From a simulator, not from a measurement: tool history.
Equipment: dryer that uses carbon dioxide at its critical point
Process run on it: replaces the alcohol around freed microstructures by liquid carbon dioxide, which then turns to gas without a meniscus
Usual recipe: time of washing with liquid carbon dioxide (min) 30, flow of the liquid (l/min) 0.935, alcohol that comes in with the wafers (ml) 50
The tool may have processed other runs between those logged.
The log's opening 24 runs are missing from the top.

run	day	time of washing with liquid carbon dioxide (min)	flow of the liquid (l/min)	alcohol that comes in with the wafers (ml)	hours of work since the filter was changed	hours of work since the purifier's bed was changed	alcohol left in the vessel before it's heated (ppm by volume)
25	25.533	27	0.935	50	269	624	156
26	26.804	30	1.085	47	282	637	83
27	28.071	29	0.661	43	295	650	356
28	29.575	46	0.685	43	311	666	87
29	30.688	46	0.685	43	323	678	93
30	31.729	24	0.676	62	334	689	834
31	32.717	22	1.390	24	344	699	76
32	34.083	38	1.390	46	359	714	70
33	35.088	38	1.380	68	369	724	65
34	36.450	19	0.935	50	384	739	520
35	37.133	30	0.688	50	391	746	365
36	38.125	30	0.688	50	401	756	367

Expected results for the next run?
37	39.304	37	1.510	112	414	769	?

alcohol left in the vessel before it's heated (ppm by volume): 81
With the hidden condition absent and the run-to-run variation left alone, this run would have shown alcohol left in the vessel before it's heated (ppm by volume) 13.

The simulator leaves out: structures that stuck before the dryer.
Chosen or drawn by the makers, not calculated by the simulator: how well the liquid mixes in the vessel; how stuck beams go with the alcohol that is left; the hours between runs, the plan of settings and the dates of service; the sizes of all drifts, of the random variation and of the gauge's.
